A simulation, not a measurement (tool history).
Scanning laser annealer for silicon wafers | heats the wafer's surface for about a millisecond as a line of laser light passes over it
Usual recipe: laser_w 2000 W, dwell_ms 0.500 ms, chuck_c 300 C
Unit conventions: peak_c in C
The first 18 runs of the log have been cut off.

run	hour	laser_w	dwell_ms	chuck_c	hours of work since the window was cleaned	hours of work since the power meter was calibrated	hours of work since the optics were aligned	peak_c
19	338.4	1986	0.500	300	96	907	454	1072
20	354.3	1986	0.500	300	107	918	465	1071
21	365.5	2013	0.500	300	115	926	473	1084
22	377.9	2013	0.500	300	124	935	482	1081
23	389.9	2013	0.500	300	132	944	490	1082
24	414.4	2013	0.500	300	150	961	508	1083
25	428.6	1914	0.399	300	160	971	518	974
26	447.6	1865	0.399	295	173	984	531	950
27	464.7	1813	0.355	273	185	997	543	877
28	476.3	1813	0.355	273	193	1005	552	877
29	495.9	1883	0.384	299	207	1019	565	949
30	508.3	2053	0.500	320	216	1027	574	1116
31	532.1	2000	0.619	300	233	1044	591	1148
32	555.2	1819	0.462	307	249	1060	607	983
33	577.4	1761	0.500	305	265	1076	623	982
34	597.9	1761	0.510	317	279	1091	638	1001
35	610.6	1761	0.510	317	288	1100	647	1000
36	636.1	1725	0.572	292	306	1118	665	993

Consider 5 possible next runs. They are alternatives, not a sequence: every one starts from the tool as it was left by run 36. What does each give?
A	646.7	1932	0.377	272	314	1125	672	?
B	646.7	1969	0.572	292	314	1125	672	?
C	646.7	2000	0.500	292	314	1125	672	?
D	646.7	2000	0.500	263	314	1125	672	?
E	646.7	2000	0.535	274	314	1125	672	?

run	peak_c
A	932
B	1098
C	1061
D	1035
E	1069
Stripped of hidden state, with their random variation kept, the same runs would have yielded:
run	peak_c
A	944
B	1113
C	1075
D	1049
E	1083
